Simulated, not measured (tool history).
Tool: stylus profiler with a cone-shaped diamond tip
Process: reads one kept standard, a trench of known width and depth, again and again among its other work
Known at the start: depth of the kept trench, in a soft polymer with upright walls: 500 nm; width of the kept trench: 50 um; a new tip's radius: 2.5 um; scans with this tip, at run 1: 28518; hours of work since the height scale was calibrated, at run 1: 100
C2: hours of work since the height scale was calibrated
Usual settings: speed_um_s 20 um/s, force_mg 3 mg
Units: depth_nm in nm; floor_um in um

Run 1, hour 0: usual settings; scans with this tip 28518; C2 100. Result: depth_nm 509.3 nm, floor_um 45.04 um.
Run 2, hour 75.1: usual settings; scans with this tip 28927; C2 132. Result: depth_nm 509.82 nm, floor_um 45.05 um.
Run 3, hour 202.1: usual settings but speed_um_s 70 um/s; scans with this tip 29618; C2 187. Result: depth_nm 510.01 nm, floor_um 44.98 um.
Run 4, hour 334.4: usual settings but speed_um_s 70 um/s; scans with this tip 30338; C2 245. Result: depth_nm 509.85 nm, floor_um 44.92 um.
Run 5, hour 434.7: usual settings but speed_um_s 70 um/s; scans with this tip 30884; C2 288. Result: depth_nm 509.92 nm, floor_um 44.87 um.
Run 6, hour 537.2: usual settings but speed_um_s 70 um/s; scans with this tip 31441; C2 333. Result: depth_nm 509.98 nm, floor_um 44.9 um.
Run 7, hour 619: usual settings but speed_um_s 22 um/s; scans with this tip 31887; C2 368. Result: depth_nm 510.28 nm, floor_um 44.88 um.
Run 8, hour 682.8: usual settings but speed_um_s 22 um/s; scans with this tip 32234; C2 396. Result: depth_nm 510.3 nm, floor_um 44.9 um.
Run 9, hour 800.2: usual settings but speed_um_s 22 um/s; scans with this tip 32872; C2 447. Result: depth_nm 510.3 nm, floor_um 44.84 um.
Run 10, hour 929.1: usual settings but speed_um_s 22 um/s; scans with this tip 33574; C2 503. Result: depth_nm 510.46 nm, floor_um 44.78 um.
Run 11, hour 1020.1: usual settings but speed_um_s 22 um/s; scans with this tip 34069; C2 542. Result: depth_nm 510.99 nm, floor_um 44.81 um.
Run 12, hour 1133.4: usual settings but speed_um_s 22 um/s; scans with this tip 34685; C2 592. Result: depth_nm 510.77 nm, floor_um 44.82 um.
Run 13, hour 1232.1: usual settings but force_mg 1.11 mg; scans with this tip 35223; C2 635. Result: depth_nm 506.44 nm, floor_um 44.72 um.
Run 14, hour 1367.3: usual settings but force_mg 3.47 mg; scans with this tip 35958; C2 693. Result: depth_nm 511.99 nm, floor_um 44.7 um.
Run 15, hour 1449.5: usual settings but speed_um_s 25 um/s, force_mg 3.47 mg; scans with this tip 36405; C2 729. Result: depth_nm 512.23 nm, floor_um 44.69 um.
At hour 1515: new tip fitted, height scale calibrated.
Run 16, hour 1515: usual settings; scans with this tip 0; C2 0. Result: depth_nm 509.27 nm, floor_um 46.97 um.
Run 17, hour 1621.9: usual settings; scans with this tip 581; C2 46. Result: depth_nm 509.59 nm, floor_um 46.9 um.
Run 18, hour 1751.4: usual settings but force_mg 2.47 mg; scans with this tip 1286; C2 103. Result: depth_nm 508.49 nm, floor_um 46.77 um.
Run 19, hour 1867.8: usual settings but force_mg 2.97 mg; scans with this tip 1919; C2 153. Result: depth_nm 509.73 nm, floor_um 46.79 um.
Run 20, hour 1949.9: usual settings; scans with this tip 2366; C2 189. Result: depth_nm 509.73 nm, floor_um 46.77 um.
Run 21, hour 2036.6: usual settings; scans with this tip 2838; C2 226. Result: depth_nm 509.64 nm, floor_um 46.79 um.
Run 22, hour 2128.5: usual settings; scans with this tip 3338; C2 266. Result: depth_nm 509.78 nm, floor_um 46.66 um.
Run 23, hour 2194.3: usual settings; scans with this tip 3696; C2 295. Result: depth_nm 509.86 nm, floor_um 46.71 um.
Run 24, hour 2311.4: usual settings; scans with this tip 4333; C2 346. Result: depth_nm 510.34 nm, floor_um 46.68 um.
Run 25, hour 2398.6: usual settings; scans with this tip 4808; C2 384. Result: depth_nm 510.31 nm, floor_um 46.56 um.
Run 26, hour 2544.5: usual settings but speed_um_s 12 um/s, force_mg 1 mg; scans with this tip 5601; C2 447. Result: depth_nm 505.5 nm, floor_um 46.49 um.
Run 27, hour 2665.1: usual settings but speed_um_s 12 um/s, force_mg 1 mg; scans with this tip 6257; C2 499. Result: depth_nm 505.75 nm, floor_um 46.45 um.
Run 28, hour 2785.9: usual settings but speed_um_s 63 um/s, force_mg 8.73 mg; scans with this tip 6915; C2 552. Result: depth_nm 520.62 nm, floor_um 46.38 um.
Run 29, hour 2872.4: usual settings but speed_um_s 70 um/s, force_mg 4.1 mg; scans with this tip 7386; C2 589. Result: depth_nm 512.92 nm, floor_um 46.31 um.
Run 30, hour 2990.5: usual settings but speed_um_s 14 um/s, force_mg 1.31 mg; scans with this tip 8028; C2 641. Result: depth_nm 506.84 nm, floor_um 46.37 um.
Run 31, hour 3129.5: usual settings but speed_um_s 14 um/s, force_mg 1.31 mg; scans with this tip 8785; C2 701. Result: depth_nm 507.26 nm, floor_um 46.35 um.
Run 32, hour 3237.1: usual settings but speed_um_s 9 um/s, force_mg 1.28 mg; scans with this tip 9370; C2 748. Result: depth_nm 507.04 nm, floor_um 46.25 um.
Run 33, hour 3382: usual settings but speed_um_s 5 um/s, force_mg 2.04 mg; scans with this tip 10158; C2 811. Result: depth_nm 509.37 nm, floor_um 46.24 um.
Run 34, hour 3491.2: usual settings but speed_um_s 5 um/s, force_mg 2.04 mg; scans with this tip 10753; C2 858. Result: depth_nm 509.19 nm, floor_um 46.11 um.
Run 35, hour 3561.6: usual settings but speed_um_s 5 um/s, force_mg 2.04 mg; scans with this tip 11136; C2 889. Result: depth_nm 509.49 nm, floor_um 46.18 um.
Run 36, hour 3699.9: usual settings but speed_um_s 41 um/s, force_mg 7.19 mg; scans with this tip 11888; C2 949. Result: depth_nm 519.21 nm, floor_um 46 um.

Forecast run 37:
Run 37, hour 3827.4: usual settings but speed_um_s 7 um/s, force_mg 6.95 mg; scans with this tip 12582; C2 1004. Result: depth_nm ?, floor_um ?.

depth_nm: 518.65 nm
floor_um: 46.12 um
Without the tool's hidden state the same run would have given depth_nm 516.02 nm, floor_um 47.03 um.

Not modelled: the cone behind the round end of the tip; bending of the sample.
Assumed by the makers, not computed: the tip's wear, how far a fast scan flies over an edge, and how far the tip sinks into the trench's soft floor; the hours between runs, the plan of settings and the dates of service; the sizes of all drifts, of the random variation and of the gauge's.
